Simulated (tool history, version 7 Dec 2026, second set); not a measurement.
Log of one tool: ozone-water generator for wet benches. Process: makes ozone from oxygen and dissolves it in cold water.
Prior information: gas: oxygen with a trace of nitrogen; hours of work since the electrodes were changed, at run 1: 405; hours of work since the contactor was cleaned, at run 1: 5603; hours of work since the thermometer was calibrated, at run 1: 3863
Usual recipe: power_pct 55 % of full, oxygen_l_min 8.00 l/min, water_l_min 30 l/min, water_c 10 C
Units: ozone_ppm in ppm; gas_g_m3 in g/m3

| run | hour | power_pct | oxygen_l_min | water_l_min | water_c | hours of work since the electrodes were changed | hours of work since the contactor was cleaned | hours of work since the thermometer was calibrated | ozone_ppm | gas_g_m3 |
|---|---|---|---|---|---|---|---|---|---|---|
| 1 | 0.0 | 55 | 8.00 | 30 | 10 | 405 | 5603 | 3863 | 26.4 | 219.8 |
| 2 | 19.4 | 41 | 8.00 | 30 | 10 | 422 | 5621 | 3880 | 23.2 | 191.2 |
| 3 | 49.0 | 41 | 8.00 | 30 | 10 | 449 | 5647 | 3906 | 22.6 | 191.2 |
| 4 | 74.9 | 88 | 8.00 | 30 | 10 | 472 | 5670 | 3929 | 33.5 | 283.3 |
| 5 | 102.7 | 88 | 8.00 | 32 | 10 | 496 | 5695 | 3954 | 31.8 | 281.0 |
| 6 | 119.8 | 88 | 8.00 | 32 | 10 | 511 | 5710 | 3969 | 31.9 | 281.3 |
| 7 | 149.4 | 88 | 8.00 | 32 | 10 | 538 | 5736 | 3995 | 31.6 | 281.0 |
| 8 | 175.4 | 88 | 8.00 | 32 | 10 | 561 | 5759 | 4018 | 31.9 | 280.2 |
| 9 | 194.5 | 55 | 8.00 | 30 | 10 | 578 | 5776 | 4035 | 26.4 | 221.4 |
| 10 | 225.2 | 55 | 8.00 | 30 | 10 | 605 | 5803 | 4062 | 26.7 | 221.2 |
| 11 | 241.1 | 55 | 8.00 | 30 | 10 | 619 | 5817 | 4077 | 26.6 | 220.5 |
| 12 | 267.3 | 55 | 8.00 | 30 | 10 | 642 | 5841 | 4100 | 26.6 | 221.9 |
| 13 | 297.0 | 55 | 8.00 | 30 | 10 | 669 | 5867 | 4126 | 26.4 | 220.2 |
| 14 | 324.5 | 55 | 8.00 | 30 | 10 | 693 | 5891 | 4151 | 26.5 | 219.4 |
| 15 | 346.7 | 55 | 8.00 | 30 | 10 | 713 | 5911 | 4170 | 26.5 | 222.7 |
| 16 | 360.0 | 55 | 8.00 | 30 | 10 | 725 | 5923 | 4182 | 26.1 | 220.5 |
| 17 | 379.0 | 55 | 5.07 | 30 | 10 | 742 | 5940 | 4199 | 23.0 | 260.3 |
| 18 | 393.3 | 55 | 5.07 | 30 | 10 | 754 | 5953 | 4212 | 23.2 | 263.2 |
| 19 | 406.7 | 65 | 8.00 | 37 | 10 | 766 | 5964 | 4224 | 23.9 | 240.1 |
| 20 | 425.3 | 65 | 8.00 | 37 | 10 | 783 | 5981 | 4240 | 23.4 | 241.7 |
| 21 | 440.5 | 65 | 8.00 | 37 | 10 | 796 | 5994 | 4254 | 23.6 | 240.2 |
| 22 | 461.1 | 65 | 8.00 | 37 | 10 | 814 | 6013 | 4272 | 23.7 | 241.5 |
| 23 | 478.3 | 55 | 8.38 | 30 | 6 | 830 | 6028 | 4287 | 27.9 | 217.8 |
| 24 | 492.1 | 55 | 7.44 | 41 | 6 | 842 | 6040 | 4299 | 19.9 | 223.6 |
| 25 | 511.1 | 55 | 7.44 | 41 | 8 | 859 | 6057 | 4316 | 19.6 | 225.8 |
| 26 | 532.3 | 48 | 5.44 | 36 | 9 | 878 | 6076 | 4335 | 18.6 | 238.8 |
| 27 | 554.2 | 55 | 8.00 | 38 | 17 | 897 | 6095 | 4355 | 19.3 | 220.5 |
| 28 | 578.0 | 55 | 8.00 | 38 | 17 | 918 | 6117 | 4376 | 19.3 | 220.2 |
| 29 | 606.1 | 45 | 6.67 | 30 | 9 | 943 | 6141 | 4401 | 23.0 | 214.6 |
| 30 | 636.7 | 55 | 5.67 | 30 | 6 | 970 | 6169 | 4428 | 25.1 | 248.9 |
| 31 | 654.7 | 57 | 7.76 | 30 | 8 | 986 | 6185 | 4444 | 26.8 | 226.4 |
| 32 | 678.4 | 55 | 8.00 | 29 | 7 | 1007 | 6206 | 4465 | 28.1 | 218.6 |
| 33 | 705.4 | 55 | 12.01 | 30 | 10 | 1031 | 6230 | 4489 | 28.2 | 188.7 |
| 34 | 723.6 | 55 | 4.07 | 23 | 7 | 1047 | 6246 | 4505 | 28.6 | 281.0 |

Below are 3 alternative next runs, each starting from the tool's condition after run 34. Predict each:
| A | 746.5 | 55 | 13.18 | 23 | 7 | 1068 | 6266 | 4525 | ? | ? |
| B | 746.5 | 55 | 5.26 | 30 | 6 | 1068 | 6266 | 4525 | ? | ? |
| C | 746.5 | 50 | 9.54 | 30 | 8 | 1068 | 6266 | 4525 | ? | ? |

| run | ozone_ppm | gas_g_m3 |
|---|---|---|
| A | 36.6 | 184.9 |
| B | 24.1 | 255.9 |
| C | 26.8 | 196.6 |
Without the tool's hidden state the same runs would have given:
| run | ozone_ppm | gas_g_m3 |
|---|---|---|
| A | 38.2 | 188.9 |
| B | 25.2 | 261.5 |
| C | 28.0 | 200.6 |
